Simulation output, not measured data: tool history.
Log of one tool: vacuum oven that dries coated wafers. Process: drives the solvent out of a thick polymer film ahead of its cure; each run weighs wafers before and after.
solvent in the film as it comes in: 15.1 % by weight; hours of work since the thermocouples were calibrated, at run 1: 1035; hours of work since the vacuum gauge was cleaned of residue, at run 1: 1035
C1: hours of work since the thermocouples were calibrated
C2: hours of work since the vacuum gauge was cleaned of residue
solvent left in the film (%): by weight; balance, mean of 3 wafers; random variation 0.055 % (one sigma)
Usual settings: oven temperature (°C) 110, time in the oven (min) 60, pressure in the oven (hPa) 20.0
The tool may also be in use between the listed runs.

run 1 hour=0.0 | oven_temperature_(°C)=110 time_in_the_oven_(min)=60 pressure_in_the_oven_(hPa)=20.0 | C1=1035 C2=1035 | solvent_left_in_the_film_(%)=2.29
run 2 hour=50.9 | oven_temperature_(°C)=110 time_in_the_oven_(min)=60 pressure_in_the_oven_(hPa)=20.0 | C1=1072 C2=1072 | solvent_left_in_the_film_(%)=2.27
run 3 hour=103.7 | oven_temperature_(°C)=110 time_in_the_oven_(min)=60 pressure_in_the_oven_(hPa)=29.0 | C1=1111 C2=1111 | solvent_left_in_the_film_(%)=2.88
-- hour=157.5 oven's thermocouples calibrated
run 4 hour=169.3 | oven_temperature_(°C)=110 time_in_the_oven_(min)=60 pressure_in_the_oven_(hPa)=20.0 | C1=9 C2=1158 | solvent_left_in_the_film_(%)=2.32
run 5 hour=245.6 | oven_temperature_(°C)=110 time_in_the_oven_(min)=60 pressure_in_the_oven_(hPa)=20.0 | C1=65 C2=1214 | solvent_left_in_the_film_(%)=2.31
run 6 hour=299.0 | oven_temperature_(°C)=110 time_in_the_oven_(min)=60 pressure_in_the_oven_(hPa)=20.0 | C1=104 C2=1253 | solvent_left_in_the_film_(%)=2.35
run 7 hour=375.8 | oven_temperature_(°C)=110 time_in_the_oven_(min)=60 pressure_in_the_oven_(hPa)=20.0 | C1=160 C2=1309 | solvent_left_in_the_film_(%)=2.27
run 8 hour=450.1 | oven_temperature_(°C)=110 time_in_the_oven_(min)=60 pressure_in_the_oven_(hPa)=20.0 | C1=214 C2=1363 | solvent_left_in_the_film_(%)=2.29
run 9 hour=490.9 | oven_temperature_(°C)=110 time_in_the_oven_(min)=60 pressure_in_the_oven_(hPa)=20.0 | C1=244 C2=1393 | solvent_left_in_the_film_(%)=2.22
run 10 hour=533.4 | oven_temperature_(°C)=110 time_in_the_oven_(min)=60 pressure_in_the_oven_(hPa)=10.9 | C1=275 C2=1424 | solvent_left_in_the_film_(%)=1.80
run 11 hour=573.1 | oven_temperature_(°C)=110 time_in_the_oven_(min)=60 pressure_in_the_oven_(hPa)=10.9 | C1=304 C2=1453 | solvent_left_in_the_film_(%)=1.90
run 12 hour=616.7 | oven_temperature_(°C)=110 time_in_the_oven_(min)=60 pressure_in_the_oven_(hPa)=10.9 | C1=336 C2=1485 | solvent_left_in_the_film_(%)=1.83
run 13 hour=653.9 | oven_temperature_(°C)=110 time_in_the_oven_(min)=60 pressure_in_the_oven_(hPa)=10.9 | C1=364 C2=1513 | solvent_left_in_the_film_(%)=1.76
run 14 hour=712.1 | oven_temperature_(°C)=110 time_in_the_oven_(min)=60 pressure_in_the_oven_(hPa)=20.7 | C1=406 C2=1555 | solvent_left_in_the_film_(%)=2.39
run 15 hour=788.0 | oven_temperature_(°C)=110 time_in_the_oven_(min)=60 pressure_in_the_oven_(hPa)=20.7 | C1=462 C2=1611 | solvent_left_in_the_film_(%)=2.25
run 16 hour=831.8 | oven_temperature_(°C)=116 time_in_the_oven_(min)=51 pressure_in_the_oven_(hPa)=18.1 | C1=494 C2=1643 | solvent_left_in_the_film_(%)=1.74
run 17 hour=893.3 | oven_temperature_(°C)=108 time_in_the_oven_(min)=60 pressure_in_the_oven_(hPa)=23.4 | C1=539 C2=1688 | solvent_left_in_the_film_(%)=2.98
run 18 hour=933.8 | oven_temperature_(°C)=112 time_in_the_oven_(min)=63 pressure_in_the_oven_(hPa)=21.1 | C1=568 C2=1718 | solvent_left_in_the_film_(%)=1.96
run 19 hour=977.6 | oven_temperature_(°C)=119 time_in_the_oven_(min)=85 pressure_in_the_oven_(hPa)=12.8 | C1=601 C2=1750 | solvent_left_in_the_film_(%)=0.60
run 20 hour=1046.9 | oven_temperature_(°C)=97 time_in_the_oven_(min)=48 pressure_in_the_oven_(hPa)=33.9 | C1=651 C2=1800 | solvent_left_in_the_film_(%)=7.10
run 21 hour=1108.0 | oven_temperature_(°C)=110 time_in_the_oven_(min)=39 pressure_in_the_oven_(hPa)=20.0 | C1=696 C2=1845 | solvent_left_in_the_film_(%)=3.77
run 22 hour=1184.2 | oven_temperature_(°C)=102 time_in_the_oven_(min)=39 pressure_in_the_oven_(hPa)=20.0 | C1=752 C2=1901 | solvent_left_in_the_film_(%)=5.72
run 23 hour=1259.5 | oven_temperature_(°C)=103 time_in_the_oven_(min)=53 pressure_in_the_oven_(hPa)=11.6 | C1=807 C2=1956 | solvent_left_in_the_film_(%)=3.87
run 24 hour=1319.3 | oven_temperature_(°C)=104 time_in_the_oven_(min)=60 pressure_in_the_oven_(hPa)=36.9 | C1=851 C2=2000 | solvent_left_in_the_film_(%)=4.59
run 25 hour=1393.1 | oven_temperature_(°C)=114 time_in_the_oven_(min)=34 pressure_in_the_oven_(hPa)=51.6 | C1=905 C2=2054 | solvent_left_in_the_film_(%)=4.50
run 26 hour=1439.8 | oven_temperature_(°C)=95 time_in_the_oven_(min)=51 pressure_in_the_oven_(hPa)=37.5 | C1=939 C2=2088 | solvent_left_in_the_film_(%)=7.76

Forecast each of these 4 alternatives for the next run:
run A hour=1490.2 | oven_temperature_(°C)=104 time_in_the_oven_(min)=60 pressure_in_the_oven_(hPa)=14.0 | C1=976 C2=2125 | solvent_left_in_the_film_(%)=?
run B hour=1490.2 | oven_temperature_(°C)=95 time_in_the_oven_(min)=31 pressure_in_the_oven_(hPa)=13.3 | C1=976 C2=2125 | solvent_left_in_the_film_(%)=?
run C hour=1490.2 | oven_temperature_(°C)=110 time_in_the_oven_(min)=38 pressure_in_the_oven_(hPa)=20.0 | C1=976 C2=2125 | solvent_left_in_the_film_(%)=?
run D hour=1490.2 | oven_temperature_(°C)=110 time_in_the_oven_(min)=79 pressure_in_the_oven_(hPa)=10.6 | C1=976 C2=2125 | solvent_left_in_the_film_(%)=?

run=A solvent_left_in_the_film_(%)=3.31
run=B solvent_left_in_the_film_(%)=8.13
run=C solvent_left_in_the_film_(%)=3.92
run=D solvent_left_in_the_film_(%)=1.26
Without the tool's hidden state the same runs would have given:
run=A solvent_left_in_the_film_(%)=3.26
run=B solvent_left_in_the_film_(%)=8.09
run=C solvent_left_in_the_film_(%)=3.87
run=D solvent_left_in_the_film_(%)=1.23
